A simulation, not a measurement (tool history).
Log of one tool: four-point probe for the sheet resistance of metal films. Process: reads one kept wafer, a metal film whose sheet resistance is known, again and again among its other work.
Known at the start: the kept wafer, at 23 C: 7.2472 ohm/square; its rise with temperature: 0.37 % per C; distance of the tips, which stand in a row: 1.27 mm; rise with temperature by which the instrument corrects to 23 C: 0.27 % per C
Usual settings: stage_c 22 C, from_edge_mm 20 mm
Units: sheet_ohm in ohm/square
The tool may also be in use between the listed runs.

run	hour	stage_c	from_edge_mm	sheet_ohm
1	0.0	22	20	7.294066
2	108.5	22	20	7.293354
3	206.0	22	20	7.294429
4	318.8	22	20	7.293718
5	386.8	22	20	7.296747
6	453.0	22	20	7.297478
7	519.8	22	20	7.300612
8	633.1	22	21	7.297297
9	703.1	20	20	7.285747
10	754.1	20	20	7.286723
11	862.8	20	20	7.285800
12	929.5	20	20	7.289414
13	997.4	20	20	7.289586
14	1088.1	22	20	7.302035
15	1203.3	22	20	7.303254
16	1275.0	22	20	7.304895
17	1385.1	22	20	7.306879
18	1492.5	27	20	7.340510
# hour 1500.5: stage's thermometer calibrated
19	1596.2	21	20	7.303487
20	1689.4	22	20	7.311020
21	1779.0	22	29	7.303857
22	1868.1	22	5	7.541819
# hour 1902.8: stage's thermometer calibrated, once more
23	1948.6	31	47	7.356251
24	2065.3	21	62	7.283741
25	2156.1	21	62	7.284690
26	2258.9	22	16	7.316784
27	2323.5	21	10	7.346947
28	2431.3	21	10	7.345439
29	2478.2	31	42	7.356052
30	2571.2	22	7	7.419238
31	2648.3	22	7	7.418585
# hour 2698.2: new probe head fitted
32	2729.2	22	7	7.412310
33	2843.3	22	7	7.412478
34	2923.3	24	3	7.936209
35	2977.3	31	3	7.990847
36	3027.1	31	3	7.992144
37	3082.0	19	20	7.281196
38	3130.0	21	3	7.915432
39	3214.6	24	20	7.316601
40	3307.3	19	5	7.511362
41	3360.7	28	30	7.337404
42	3454.7	24	6	7.476367
43	3505.8	25	20	7.328640
44	3606.0	25	20	7.332174

Hidden state or all else? Some run-to-run changes of sheet_ohm, split into what the settings, what came in and random variation would give without the hidden state, and what is left for the hidden state (with any gauge scatter that isn't in both results):
The hidden state here: inner tips' distance over the nominal, %; tips' flats over new ones', %; wafer's true temperature over the reading, C; drift of the gauge itself on sheet_ohm, %.
Run 18 -> 19: stage_c 27 -> 21, stage's thermometer calibrated. sheet_ohm -0.037023 ohm/square: hidden state +0.004590, all else -0.041613.
Run 22 -> 23: stage_c 22 -> 31, from_edge_mm 5 -> 47, stage's thermometer calibrated, once more. sheet_ohm -0.185568 ohm/square: hidden state -0.009906, all else -0.175662.
Run 31 -> 32: new probe head fitted. sheet_ohm -0.006275 ohm/square: hidden state -0.008335, all else +0.002060.
Run 36 -> 37: stage_c 31 -> 19, from_edge_mm 3 -> 20. sheet_ohm -0.710948 ohm/square: hidden state -0.003699, all else -0.707249.
Run 37 -> 38: stage_c 19 -> 21, from_edge_mm 20 -> 3. sheet_ohm +0.634236 ohm/square: hidden state +0.004154, all else +0.630082.
Run 38 -> 39: stage_c 21 -> 24, from_edge_mm 3 -> 20. sheet_ohm -0.598831 ohm/square: hidden state -0.003017, all else -0.595814.
